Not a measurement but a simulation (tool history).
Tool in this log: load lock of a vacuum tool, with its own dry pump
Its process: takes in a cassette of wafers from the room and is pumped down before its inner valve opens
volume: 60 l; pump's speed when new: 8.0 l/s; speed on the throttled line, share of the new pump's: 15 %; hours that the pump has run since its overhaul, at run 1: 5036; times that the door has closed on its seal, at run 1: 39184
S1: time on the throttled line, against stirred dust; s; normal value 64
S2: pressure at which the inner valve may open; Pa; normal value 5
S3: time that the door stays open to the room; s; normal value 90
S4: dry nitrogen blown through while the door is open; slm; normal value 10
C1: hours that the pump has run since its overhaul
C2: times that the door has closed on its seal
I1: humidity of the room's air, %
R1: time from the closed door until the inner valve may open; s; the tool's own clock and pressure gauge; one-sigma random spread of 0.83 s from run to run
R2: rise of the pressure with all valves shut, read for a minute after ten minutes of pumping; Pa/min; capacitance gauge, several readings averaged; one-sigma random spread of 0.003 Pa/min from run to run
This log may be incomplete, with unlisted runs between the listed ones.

Run 1, day 0.000: usual settings; C1 5036; C2 39184; I1 44.5. Result: R1 133.6 s, R2 0.150 Pa/min.
Run 2, day 14.008: usual settings but S1 69 s; C1 5372; C2 40839; I1 46.2. Result: R1 137.9 s, R2 0.161 Pa/min.
Run 3, day 32.725: usual settings but S1 69 s; C1 5821; C2 43051; I1 43.5. Result: R1 138.7 s, R2 0.176 Pa/min.
Run 4, day 53.371: usual settings but S1 69 s; C1 6317; C2 45491; I1 46.7. Result: R1 137.9 s, R2 0.190 Pa/min.
Run 5, day 73.983: usual settings but S1 69 s; C1 6812; C2 47927; I1 45.3. Result: R1 138.8 s, R2 0.195 Pa/min.
At day 95.896: door's seal changed, seat wiped.
Run 6, day 95.896: usual settings; C1 7336; C2 0; I1 45.3. Result: R1 133.9 s, R2 0.038 Pa/min.
Run 7, day 112.438: usual settings; C1 7733; C2 1955; I1 43.8. Result: R1 134.3 s, R2 0.040 Pa/min.
Run 8, day 127.846: usual settings but S4 25 slm; C1 8103; C2 3775; I1 47.7. Result: R1 136.9 s, R2 0.029 Pa/min.
Run 9, day 148.483: usual settings but S4 25 slm; C1 8598; C2 6214; I1 43.6. Result: R1 136.0 s, R2 0.033 Pa/min.
Run 10, day 164.383: usual settings but S4 25 slm; C1 8980; C2 8094; I1 46.5. Result: R1 136.7 s, R2 0.031 Pa/min.
Run 11, day 186.479: usual settings but S4 11 slm; C1 9510; C2 10704; I1 45.7. Result: R1 135.0 s, R2 0.051 Pa/min.
Run 12, day 206.021: usual settings but S4 11 slm; C1 9979; C2 13014; I1 43.8. Result: R1 136.8 s, R2 0.061 Pa/min.
Run 13, day 218.888: usual settings but S4 11 slm; C1 10288; C2 14534; I1 43.8. Result: R1 137.0 s, R2 0.056 Pa/min.
Run 14, day 230.892: usual settings but S4 11 slm; C1 10576; C2 15953; I1 44.1. Result: R1 138.6 s, R2 0.064 Pa/min.
Run 15, day 242.417: usual settings but S4 11 slm; C1 10853; C2 17315; I1 46.2. Result: R1 136.4 s, R2 0.067 Pa/min.
Run 16, day 259.892: usual settings but S1 66 s; C1 11272; C2 19380; I1 46.2. Result: R1 140.1 s, R2 0.075 Pa/min.
Run 17, day 270.150: usual settings but S1 35 s, S2 4 Pa, S4 9 slm; C1 11518; C2 20592; I1 46.6. Result: R1 115.2 s, R2 0.076 Pa/min.
Run 18, day 280.912: usual settings but S1 36 s, S2 9 Pa, S3 65 s, S4 11 slm; C1 11776; C2 21864; I1 46.4. Result: R1 109.0 s, R2 0.076 Pa/min.
Run 19, day 296.575: usual settings but S4 25 slm; C1 12152; C2 23715; I1 43.5. Result: R1 137.7 s, R2 0.074 Pa/min.
Run 20, day 309.733: usual settings but S1 59 s, S4 4 slm; C1 12468; C2 25270; I1 46.3. Result: R1 134.6 s, R2 0.101 Pa/min.
Run 21, day 320.129: usual settings but S1 43 s, S2 9 Pa, S3 41 s, S4 36 slm; C1 12718; C2 26498; I1 42.8. Result: R1 117.0 s, R2 0.067 Pa/min.
Run 22, day 341.125: usual settings but S1 63 s, S3 27 s, S4 36 slm; C1 13222; C2 28979; I1 46.8. Result: R1 138.5 s, R2 0.077 Pa/min.
Run 23, day 360.371: usual settings but S1 121 s, S2 4 Pa, S3 53 s, S4 27 slm; C1 13683; C2 31254; I1 42.8. Result: R1 188.2 s, R2 0.084 Pa/min.
Run 24, day 378.267: usual settings but S1 45 s, S3 38 s, S4 4 slm; C1 14113; C2 33368; I1 45.4. Result: R1 124.6 s, R2 0.111 Pa/min.
Run 25, day 390.875: usual settings but S3 28 s, S4 18 slm; C1 14416; C2 34859; I1 46.1. Result: R1 140.4 s, R2 0.108 Pa/min.
Run 26, day 401.854: usual settings but S3 79 s, S4 11 slm; C1 14679; C2 36156; I1 42.8. Result: R1 140.6 s, R2 0.125 Pa/min.
Run 27, day 421.304: usual settings but S3 79 s, S4 11 slm; C1 15146; C2 38454; I1 42.3. Result: R1 141.1 s, R2 0.134 Pa/min.
Run 28, day 431.483: usual settings but S3 79 s, S4 11 slm; C1 15390; C2 39657; I1 45.3. Result: R1 140.0 s, R2 0.151 Pa/min.
Run 29, day 452.800: usual settings but S3 79 s, S4 11 slm; C1 15902; C2 42177; I1 44.3. Result: R1 140.5 s, R2 0.154 Pa/min.
Run 30, day 473.554: usual settings but S1 113 s; C1 16400; C2 44629; I1 46.3. Result: R1 179.3 s, R2 0.168 Pa/min.

Expected results for the next run?
Run 31, day 490.729: usual settings but S1 113 s, S3 172 s; C1 16812; C2 46659; I1 42.4. Result: R1 ?, R2 ?.

R1: 181.5 s
R2: 0.198 Pa/min
With no hidden state in the tool, this same run would have given R1 171.0 s, R2 0.048 Pa/min.

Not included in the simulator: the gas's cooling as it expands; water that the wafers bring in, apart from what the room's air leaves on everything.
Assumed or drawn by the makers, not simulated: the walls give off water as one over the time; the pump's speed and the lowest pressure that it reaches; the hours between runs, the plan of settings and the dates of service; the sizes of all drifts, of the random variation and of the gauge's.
